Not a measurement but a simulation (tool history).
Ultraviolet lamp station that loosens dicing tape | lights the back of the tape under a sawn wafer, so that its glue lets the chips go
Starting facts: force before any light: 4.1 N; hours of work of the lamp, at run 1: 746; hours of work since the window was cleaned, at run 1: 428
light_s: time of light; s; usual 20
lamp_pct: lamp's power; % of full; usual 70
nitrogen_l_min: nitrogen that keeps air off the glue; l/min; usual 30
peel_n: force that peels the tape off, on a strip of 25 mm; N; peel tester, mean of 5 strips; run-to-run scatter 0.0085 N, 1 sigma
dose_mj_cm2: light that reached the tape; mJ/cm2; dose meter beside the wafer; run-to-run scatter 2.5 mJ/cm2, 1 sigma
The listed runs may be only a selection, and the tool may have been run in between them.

run	hour	light_s	lamp_pct	nitrogen_l_min	hours of work of the lamp	hours of work since the window was cleaned	peel_n	dose_mj_cm2
1	0	20	70	30	746	428	0.574	223
# hour 71.6: window cleaned of glue's vapour
2	78.2	20	70	30	777	3	0.499	236
3	160.7	20	70	30	811	36	0.518	235
4	241.3	20	70	30	844	69	0.533	228
5	287.9	20	70	30	863	88	0.533	228
6	361.5	20	70	30	893	118	0.563	227
7	419.6	20	70	30	916	142	0.553	218
8	473.2	13	70	30	938	163	1.118	140
9	539.2	13	70	30	965	190	1.134	139
10	576.9	13	70	30	980	206	1.097	141
11	655.1	21	98	50	1012	237	0.206	310
12	714	21	98	50	1036	261	0.228	310
# hour 774.9: lamp changed
13	781.6	17	98	49	3	289	0.217	318
14	837	22	77	19	25	311	0.345	317
15	900.2	22	77	19	51	337	0.351	313
16	945	22	77	19	69	355	0.374	307
17	991.2	11	70	30	88	374	1.123	142
18	1058.6	20	70	26	115	401	0.467	254

Below are 5 alternative next runs, each starting from the tool's condition after run 18. Predict each:
A	1118.2	11	75	14	140	425	?	?
B	1118.2	39	62	10	140	425	?	?
C	1118.2	16	96	49	140	425	?	?
D	1118.2	20	63	30	140	425	?	?
E	1118.2	24	85	27	140	425	?	?

run	peel_n	dose_mj_cm2
A	1.292	144
B	0.255	431
C	0.301	277
D	0.544	229
E	0.209	369
With no hidden state in the tool, these same runs would have given:
run	peel_n	dose_mj_cm2
A	1.118	164
B	0.193	489
C	0.229	314
D	0.425	260
E	0.162	418
